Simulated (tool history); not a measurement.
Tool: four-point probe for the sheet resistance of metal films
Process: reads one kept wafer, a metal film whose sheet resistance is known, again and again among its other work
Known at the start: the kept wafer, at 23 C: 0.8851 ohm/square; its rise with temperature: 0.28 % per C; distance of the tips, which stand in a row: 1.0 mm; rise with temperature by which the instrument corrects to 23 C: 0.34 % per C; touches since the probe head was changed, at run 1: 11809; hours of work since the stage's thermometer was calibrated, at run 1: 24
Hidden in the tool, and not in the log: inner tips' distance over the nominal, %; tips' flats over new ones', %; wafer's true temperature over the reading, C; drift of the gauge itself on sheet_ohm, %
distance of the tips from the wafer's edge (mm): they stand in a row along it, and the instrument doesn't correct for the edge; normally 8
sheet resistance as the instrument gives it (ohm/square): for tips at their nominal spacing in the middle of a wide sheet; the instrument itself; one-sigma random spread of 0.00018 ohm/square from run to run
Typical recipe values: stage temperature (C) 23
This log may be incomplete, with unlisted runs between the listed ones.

run	hour	stage temperature (C)	distance of the tips from the wafer's edge (mm)	touches since the probe head was changed	hours of work since the stage's thermometer was calibrated	sheet resistance as the instrument gives it (ohm/square)
1	0.0	23	8	11809	24	0.892507
2	60.0	23	8	13499	63	0.892412
3	105.7	23	8	14783	92	0.892783
4	192.1	23	8	17216	147	0.892654
5	257.8	23	18	19064	189	0.886578
6	305.9	23	8	20418	220	0.892396
7	373.6	23	8	22324	263	0.892334
8	419.7	23	8	23622	292	0.892840
9	487.5	23	8	25530	336	0.892602
10	536.7	23	7	26913	367	0.894819
11	615.9	23	8	29141	418	0.892475
12	670.2	23	8	30670	452	0.892420
13	742.1	23	8	32694	498	0.892465
14	821.7	24	6	34934	549	0.897427
15	908.3	24	6	37372	604	0.897847
16	985.1	24	6	39532	653	0.897512
17	1049.6	19	72	41350	695	0.887400
18	1114.4	31	7	43171	736	0.890519
19	1157.3	25	46	44380	763	0.884394
20	1228.0	30	29	46370	809	0.882105
21	1280.9	30	29	47859	842	0.881895
22	1328.0	29	4	49183	872	0.910796

Here are 5 independent what-if runs from the current tool condition. What would each one return?
A	1394.6	34	8	51057	915	?
B	1394.6	24	4	51057	915	?
C	1394.6	34	26	51057	915	?
D	1394.6	34	8	51057	915	?
E	1394.6	21	7	51057	915	?

run	sheet resistance as the instrument gives it (ohm/square)
A	0.886847
B	0.913563
C	0.880144
D	0.887230
E	0.896156
Take away the tool's hidden state, keep each run's random variation, and the runs would have read:
run	sheet resistance as the instrument gives it (ohm/square)
A	0.886767
B	0.913480
C	0.880065
D	0.887149
E	0.896075

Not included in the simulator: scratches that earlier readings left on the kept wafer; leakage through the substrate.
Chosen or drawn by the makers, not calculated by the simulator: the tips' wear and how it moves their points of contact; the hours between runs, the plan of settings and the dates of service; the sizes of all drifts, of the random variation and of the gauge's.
